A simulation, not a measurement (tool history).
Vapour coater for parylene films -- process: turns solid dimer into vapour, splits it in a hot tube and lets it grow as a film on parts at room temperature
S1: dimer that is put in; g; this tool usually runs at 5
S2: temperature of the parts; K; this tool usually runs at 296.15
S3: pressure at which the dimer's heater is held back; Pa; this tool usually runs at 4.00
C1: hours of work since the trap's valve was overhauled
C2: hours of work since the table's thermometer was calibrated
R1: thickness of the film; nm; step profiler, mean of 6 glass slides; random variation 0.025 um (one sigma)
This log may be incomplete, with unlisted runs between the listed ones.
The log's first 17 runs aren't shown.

| run | hour | S1 | S2 | S3 | C1 | C2 | R1 |
|---|---|---|---|---|---|---|---|
| 18 | 529.7 | 5 | 296.15 | 4.00 | 68 | 407 | 1780 |
| 19 | 556.9 | 5 | 296.15 | 4.00 | 83 | 423 | 1780 |
| 20 | 575.5 | 5 | 296.15 | 4.00 | 93 | 433 | 1810 |
| 21 | 596.7 | 5 | 289.15 | 4.00 | 105 | 445 | 2070 |
| 22 | 635.9 | 5 | 296.15 | 4.00 | 127 | 466 | 1800 |
| 23 | 656.9 | 5 | 296.15 | 4.00 | 139 | 478 | 1820 |
| 24 | 678.6 | 5 | 296.15 | 4.00 | 151 | 490 | 1770 |
| 25 | 706.8 | 5 | 296.15 | 4.00 | 166 | 506 | 1740 |
| 26 | 735.2 | 3 | 296.15 | 3.30 | 182 | 522 | 1120 |
| 27 | 754.0 | 3 | 295.15 | 5.40 | 192 | 532 | 1020 |
| 28 | 793.6 | 6 | 293.15 | 5.40 | 214 | 554 | 2120 |
| 29 | 814.1 | 6 | 293.15 | 2.56 | 226 | 565 | 2510 |
| 30 | 851.9 | 6 | 293.15 | 2.56 | 247 | 586 | 2530 |
| 31 | 874.4 | 6 | 296.15 | 8.21 | 259 | 599 | 1790 |
| 32 | 913.4 | 6 | 297.15 | 3.43 | 281 | 620 | 2100 |
| 33 | 947.7 | 3 | 291.15 | 4.00 | 300 | 640 | 1180 |
| 34 | 988.3 | 4 | 296.15 | 10.86 | 323 | 662 | 1150 |
| 35 | 1019.3 | 5 | 299.15 | 9.39 | 340 | 679 | 1270 |
| 36 | 1037.7 | 5 | 296.15 | 10.13 | 350 | 689 | 1360 |

For run 37, what comes out?
| 37 | 1064.0 | 5 | 296.15 | 10.13 | 365 | 704 | ? |

R1: 1370 nm
With the hidden condition absent and the run-to-run variation left alone, this run would have shown R1 1460 nm.

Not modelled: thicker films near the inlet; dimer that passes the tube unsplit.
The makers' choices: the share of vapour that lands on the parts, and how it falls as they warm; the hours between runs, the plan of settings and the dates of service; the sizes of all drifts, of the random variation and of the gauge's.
